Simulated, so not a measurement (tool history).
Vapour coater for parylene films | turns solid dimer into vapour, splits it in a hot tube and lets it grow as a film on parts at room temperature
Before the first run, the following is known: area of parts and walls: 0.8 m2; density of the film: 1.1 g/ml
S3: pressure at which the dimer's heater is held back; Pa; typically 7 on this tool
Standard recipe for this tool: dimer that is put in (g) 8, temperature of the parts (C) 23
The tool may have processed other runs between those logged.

Run 1, day 0: usual settings. Result: thickness of the film (µm) 4.44.
Run 2, day 0.579: usual settings. Result: thickness of the film (µm) 4.37.
Run 3, day 1.379: usual settings but dimer that is put in (g) 6. Result: thickness of the film (µm) 3.31.
Run 4, day 1.738: usual settings. Result: thickness of the film (µm) 4.38.
Run 5, day 2.121: usual settings. Result: thickness of the film (µm) 4.45.
Run 6, day 2.683: usual settings. Result: thickness of the film (µm) 4.41.
Run 7, day 3.254: usual settings. Result: thickness of the film (µm) 4.36.
Run 8, day 4.079: usual settings. Result: thickness of the film (µm) 4.29.
Run 9, day 4.462: usual settings. Result: thickness of the film (µm) 4.4.
Run 10, day 5.196: usual settings but dimer that is put in (g) 13. Result: thickness of the film (µm) 7.02.
Run 11, day 5.779: usual settings but dimer that is put in (g) 13. Result: thickness of the film (µm) 6.95.
Run 12, day 6.142: usual settings but dimer that is put in (g) 13, S3 2.93 Pa. Result: thickness of the film (µm) 8.52.
Run 13, day 6.733: usual settings but dimer that is put in (g) 13, S3 2.93 Pa. Result: thickness of the film (µm) 8.37.
Run 14, day 7.362: usual settings. Result: thickness of the film (µm) 4.32.
Run 15, day 8.142: usual settings. Result: thickness of the film (µm) 4.23.
Run 16, day 8.95: usual settings. Result: thickness of the film (µm) 4.15.
Run 17, day 9.575: usual settings. Result: thickness of the film (µm) 4.21.
Run 18, day 9.938: usual settings but temperature of the parts (C) 29. Result: thickness of the film (µm) 3.15.
Run 19, day 10.788: usual settings but temperature of the parts (C) 29. Result: thickness of the film (µm) 3.16.
Run 20, day 11.638: usual settings but S3 4.8 Pa. Result: thickness of the film (µm) 4.52.
At day 11.925: trap's valve overhauled.
Run 21, day 12.275: usual settings but S3 4.8 Pa. Result: thickness of the film (µm) 5.1.
Run 22, day 13.062: usual settings but dimer that is put in (g) 4, temperature of the parts (C) 17, S3 2.1 Pa. Result: thickness of the film (µm) 4.04.
Run 23, day 13.658: usual settings but dimer that is put in (g) 4, S3 2.18 Pa. Result: thickness of the film (µm) 3.03.
Run 24, day 14.125: usual settings but dimer that is put in (g) 10, temperature of the parts (C) 20. Result: thickness of the film (µm) 6.62.
Run 25, day 14.742: usual settings but S3 8.46 Pa. Result: thickness of the film (µm) 4.43.
Run 26, day 15.446: usual settings but dimer that is put in (g) 6, temperature of the parts (C) 21, S3 5.85 Pa. Result: thickness of the film (µm) 3.97.

What does the tool deliver on the next run?
Run 27, day 15.912: usual settings but temperature of the parts (C) 20. Result: thickness of the film (µm) ?.

Run 27 produced thickness of the film (µm) 5.28.
On a tool with no hidden condition, and with the same random variation, this run would have come out at thickness of the film (µm) 5.47.
